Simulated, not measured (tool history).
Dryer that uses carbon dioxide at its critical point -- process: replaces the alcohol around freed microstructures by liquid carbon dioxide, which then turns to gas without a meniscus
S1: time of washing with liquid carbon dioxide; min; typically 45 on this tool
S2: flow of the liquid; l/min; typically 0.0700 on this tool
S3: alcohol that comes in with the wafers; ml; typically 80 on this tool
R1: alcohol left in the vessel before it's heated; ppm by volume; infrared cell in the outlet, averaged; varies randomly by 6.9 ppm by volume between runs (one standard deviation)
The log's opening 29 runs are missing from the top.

run,day,S1,S2,S3,R1
30,29.692,32,0.0700,23,1092
31,31.225,44,0.0876,80,329
# day 32.583: inlet filter changed
32,32.717,45,0.0700,83,431
33,33.671,36,0.0481,92,6335
34,34.638,36,0.0481,92,6510
35,35.825,45,0.0700,29,233
36,36.921,38,0.0700,43,608
37,38.062,45,0.0837,80,226
38,39.221,56,0.0945,29,99
39,40.233,61,0.0745,29,113
40,40.946,66,0.0700,33,118
41,41.604,68,0.0729,84,127
42,43.121,63,0.0551,80,372
43,44.088,63,0.0551,80,375
44,45.512,58,0.1049,81,110
45,47.012,62,0.0700,42,142
46,48.425,62,0.0902,80,131
47,49.125,62,0.0902,80,134

3 options for the next run, each taken on its own from the tool as it stands now. Forecast them:
A,50.429,62,0.0902,38,?
B,50.429,67,0.0902,37,?
C,50.429,67,0.0648,23,?

run,R1
A,128
B,129
C,155
What these runs would have given with no unlogged condition in the tool:
run,R1
A,5
B,5
C,23
